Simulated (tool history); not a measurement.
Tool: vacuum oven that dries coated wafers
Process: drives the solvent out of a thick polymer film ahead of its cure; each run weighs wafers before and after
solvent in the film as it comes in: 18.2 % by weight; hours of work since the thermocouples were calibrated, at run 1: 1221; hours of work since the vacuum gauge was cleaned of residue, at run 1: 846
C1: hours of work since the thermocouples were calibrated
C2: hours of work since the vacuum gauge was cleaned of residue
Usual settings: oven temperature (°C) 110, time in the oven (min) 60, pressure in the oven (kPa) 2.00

Run 1, hour 0.0: usual settings; C1 1221; C2 846. Result: solvent left in the film (%) 3.53.
Run 2, hour 24.1: usual settings but oven temperature (°C) 104; C1 1239; C2 864. Result: solvent left in the film (%) 4.80.
Run 3, hour 44.5: usual settings but oven temperature (°C) 104; C1 1254; C2 879. Result: solvent left in the film (%) 4.90.
Run 4, hour 81.8: usual settings but oven temperature (°C) 120; C1 1282; C2 907. Result: solvent left in the film (%) 2.02.
Run 5, hour 124.3: usual settings but oven temperature (°C) 104; C1 1314; C2 938. Result: solvent left in the film (%) 4.75.
Run 6, hour 161.8: usual settings but oven temperature (°C) 104; C1 1342; C2 966. Result: solvent left in the film (%) 4.93.
Run 7, hour 180.8: usual settings but oven temperature (°C) 104; C1 1356; C2 980. Result: solvent left in the film (%) 4.74.
Run 8, hour 216.4: usual settings but oven temperature (°C) 104; C1 1382; C2 1007. Result: solvent left in the film (%) 4.81.
Run 9, hour 256.8: usual settings but oven temperature (°C) 104; C1 1412; C2 1037. Result: solvent left in the film (%) 4.80.
Run 10, hour 289.1: usual settings; C1 1436; C2 1061. Result: solvent left in the film (%) 3.63.
Run 11, hour 310.2: usual settings but oven temperature (°C) 99; C1 1452; C2 1076. Result: solvent left in the film (%) 6.13.
Run 12, hour 348.5: usual settings but time in the oven (min) 34; C1 1480; C2 1105. Result: solvent left in the film (%) 6.21.
Run 13, hour 392.6: usual settings but time in the oven (min) 32; C1 1513; C2 1138. Result: solvent left in the film (%) 6.65.
Run 14, hour 426.6: usual settings but time in the oven (min) 32; C1 1538; C2 1163. Result: solvent left in the film (%) 6.50.
Run 15, hour 447.1: usual settings but time in the oven (min) 32; C1 1554; C2 1178. Result: solvent left in the film (%) 6.61.
At hour 479.9: oven's thermocouples calibrated.
Run 16, hour 484.1: usual settings; C1 3; C2 1204. Result: solvent left in the film (%) 3.39.
Run 17, hour 518.0: usual settings; C1 28; C2 1230. Result: solvent left in the film (%) 3.43.
Run 18, hour 562.1: usual settings; C1 61; C2 1262. Result: solvent left in the film (%) 3.38.
Run 19, hour 585.0: usual settings but time in the oven (min) 49, pressure in the oven (kPa) 1.46; C1 78; C2 1279. Result: solvent left in the film (%) 3.97.
At hour 588.6: vacuum gauge cleaned of residue and calibrated.
Run 20, hour 628.5: usual settings but time in the oven (min) 49, pressure in the oven (kPa) 1.46; C1 109; C2 30. Result: solvent left in the film (%) 4.07.
At hour 664.0: vacuum gauge cleaned of residue and calibrated, once more.
Run 21, hour 670.0: usual settings but time in the oven (min) 90; C1 139; C2 4. Result: solvent left in the film (%) 1.97.
Run 22, hour 704.5: usual settings but oven temperature (°C) 111, time in the oven (min) 75, pressure in the oven (kPa) 1.84; C1 165; C2 30. Result: solvent left in the film (%) 2.12.
Run 23, hour 726.8: usual settings but oven temperature (°C) 111, time in the oven (min) 75, pressure in the oven (kPa) 1.84; C1 181; C2 47. Result: solvent left in the film (%) 2.18.
Run 24, hour 768.7: usual settings but oven temperature (°C) 111, time in the oven (min) 75, pressure in the oven (kPa) 1.84; C1 213; C2 78. Result: solvent left in the film (%) 2.28.
Run 25, hour 799.4: usual settings but time in the oven (min) 44, pressure in the oven (kPa) 1.41; C1 235; C2 101. Result: solvent left in the film (%) 4.23.
Run 26, hour 841.3: usual settings but time in the oven (min) 44, pressure in the oven (kPa) 1.41; C1 266; C2 132. Result: solvent left in the film (%) 4.30.
Run 27, hour 876.8: usual settings but oven temperature (°C) 98, time in the oven (min) 75, pressure in the oven (kPa) 2.91; C1 293; C2 158. Result: solvent left in the film (%) 5.41.
Run 28, hour 897.2: usual settings but oven temperature (°C) 98, time in the oven (min) 75, pressure in the oven (kPa) 2.91; C1 308; C2 173. Result: solvent left in the film (%) 5.33.
Run 29, hour 931.6: usual settings but oven temperature (°C) 97, pressure in the oven (kPa) 1.17; C1 334; C2 199. Result: solvent left in the film (%) 5.46.
Run 30, hour 977.6: usual settings but oven temperature (°C) 97, pressure in the oven (kPa) 1.17; C1 368; C2 233. Result: solvent left in the film (%) 5.45.
Run 31, hour 1011.0: usual settings but oven temperature (°C) 97, pressure in the oven (kPa) 1.17; C1 393; C2 258. Result: solvent left in the film (%) 5.45.
Run 32, hour 1033.4: usual settings but oven temperature (°C) 97, time in the oven (min) 106; C1 409; C2 275. Result: solvent left in the film (%) 3.59.
Run 33, hour 1070.3: usual settings but oven temperature (°C) 99, time in the oven (min) 82, pressure in the oven (kPa) 2.29; C1 437; C2 302. Result: solvent left in the film (%) 4.41.
Run 34, hour 1102.8: usual settings but oven temperature (°C) 104, time in the oven (min) 47, pressure in the oven (kPa) 4.94; C1 461; C2 326. Result: solvent left in the film (%) 7.17.

Forecast each of these 3 alternatives for the next run:
Run A, hour 1147.4: usual settings but oven temperature (°C) 98, time in the oven (min) 48, pressure in the oven (kPa) 7.94; C1 494; C2 359. Result: solvent left in the film (%) ?.
Run B, hour 1147.4: usual settings but time in the oven (min) 50, pressure in the oven (kPa) 5.84; C1 494; C2 359. Result: solvent left in the film (%) ?.
Run C, hour 1147.4: usual settings but time in the oven (min) 54; C1 494; C2 359. Result: solvent left in the film (%) ?.

run  solvent left in the film (%)
  A                         10.22
  B                          5.84
  C                          3.57
Without the tool's hidden state the same runs would have given:
run  solvent left in the film (%)
  A                         10.11
  B                          5.76
  C                          3.49
